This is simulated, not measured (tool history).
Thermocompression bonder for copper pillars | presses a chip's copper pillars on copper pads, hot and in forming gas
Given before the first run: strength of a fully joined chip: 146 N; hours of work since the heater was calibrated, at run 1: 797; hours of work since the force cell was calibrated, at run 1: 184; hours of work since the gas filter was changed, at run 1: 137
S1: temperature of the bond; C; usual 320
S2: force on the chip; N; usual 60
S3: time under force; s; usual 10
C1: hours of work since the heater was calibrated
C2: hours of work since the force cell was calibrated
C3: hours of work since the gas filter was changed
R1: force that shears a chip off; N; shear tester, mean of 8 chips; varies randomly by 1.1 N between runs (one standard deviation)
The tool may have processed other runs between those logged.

run    hour   S1  S2  S3    C1    C2   C3     R1
  1       0  320  60  10   797   184  137   93.7
  2    33.2  320  60  10   817   204  157   94.4
  3    91.7  320  60  10   852   239  192   93.9
      120.7  -- forming gas filter changed
  4   142.3  320  60  10   882   268   13   95.8
  5   192.4  320  60  10   911   298   43   95.2
  6     254  320  60  10   948   335   80   93.4
  7   284.1  320  60  10   966   353   98   94.9
  8     316  320  60  10   985   372  117   94.9
  9     363  320  60  10  1013   400  145   95.9
 10   391.5  320  60  10  1030   417  162   95.3
 11   442.6  320  60  10  1061   448  192   93.5
      469.7  -- forming gas filter changed
 12   493.3  320  60  10  1091   478   14   97.5
 13   542.3  320  60  10  1120   507   43     96
 14   569.4  320  38  10  1136   523   60   78.5
 15   610.6  320  60  10  1161   548   84     97
 16   641.3  320  60   8  1179   566  103   89.3
 17   685.5  320  60   8  1206   593  129     90
 18   724.8  320  60  15  1229   616  152    104
 19   786.3  320  60  15  1266   653  189  105.3
      816.9  -- forming gas filter changed
 20   841.8  321  75  15  1299   686   15  116.3
 21   890.2  321  55  12  1328   715   44   96.5
 22   916.1  309  51  10  1343   730   59   80.4
 23   956.6  307  74  21  1367   754   83  112.3
 24   995.9  299  39  15  1391   778  107   72.7
 25  1055.6  299  39  15  1427   813  143   71.4
 26  1115.2  299  39  15  1462   849  178   71.8
     1151.1  -- heater calibrated with a thermocouple chip
 27  1151.3  301  70  18     0   869  199  101.5
     1167.4  -- forming gas filter changed
 28  1212.5  293  50  23    36   906   27   87.2
 29  1273.6  345  52  23    73   942   63  126.5
 30  1316.1  345  52  23    98   968   89  126.3
 31  1366.5  292  74  11   128   998  119   82.9
 32  1395.8  296  37  16   146  1015  136   68.4
 33  1449.4  296  37  16   178  1047  168   70.9
 34  1497.7  328  45  10   207  1076  197     90
     1516.8  -- forming gas filter changed
 35  1537.2  328  59  13   230  1099   12  108.1
 36  1593.1  309  72  14   263  1133   46  101.6

Branching from run 36: 3 alternative next runs. What would each branch give?
  A  1656.2  313  62  17  301  1170  83   ?
  B  1656.2  322  60   5  301  1170  83   ?
  C  1656.2  339  66   7  301  1170  83   ?

run     R1
  A    104
  B     79
  C  103.3
Had the tool no hidden state, the same runs would have come out as:
run     R1
  A  104.3
  B   79.3
  C  103.6
